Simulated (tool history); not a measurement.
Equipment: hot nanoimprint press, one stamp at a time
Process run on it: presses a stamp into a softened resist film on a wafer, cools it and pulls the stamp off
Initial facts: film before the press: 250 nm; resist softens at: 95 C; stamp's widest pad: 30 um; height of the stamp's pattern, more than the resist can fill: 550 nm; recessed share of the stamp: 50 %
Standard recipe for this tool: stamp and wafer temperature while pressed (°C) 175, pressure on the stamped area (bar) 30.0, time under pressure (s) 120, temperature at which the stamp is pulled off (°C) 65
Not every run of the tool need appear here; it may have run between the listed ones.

run,hour,stamp and wafer temperature while pressed (°C),pressure on the stamped area (bar),time under pressure (s),temperature at which the stamp is pulled off (°C),resist left under the stamp's widest pad (nm),greatest force while the stamp is pulled off (N)
1,0.0,175,30.0,120,65,141.8,118
2,71.2,175,43.1,120,65,123.6,133
3,144.0,183,30.0,120,65,117.9,146
4,186.0,185,30.0,120,65,110.8,160
# hour 205.2: plate thermocouple calibrated
# hour 230.4: stamp cleaned and given a new release coat
5,255.3,185,30.0,120,65,113.6,107
6,324.8,185,30.0,120,65,114.5,116
7,369.9,185,30.0,120,65,114.6,127
8,407.7,175,30.0,120,65,147.8,134
# hour 420.1: plate thermocouple calibrated, once more
9,461.5,178,30.0,112,65,134.6,142

Run 10 is up next; what results do you expect?
10,531.6,178,30.0,112,65,?,?

Run 10 came out at resist left under the stamp's widest pad (nm) 135.0, greatest force while the stamp is pulled off (N) 159.
If the tool had no hidden condition, the same run with the same run-to-run variation would have returned resist left under the stamp's widest pad (nm) 131.7, greatest force while the stamp is pulled off (N) 97.
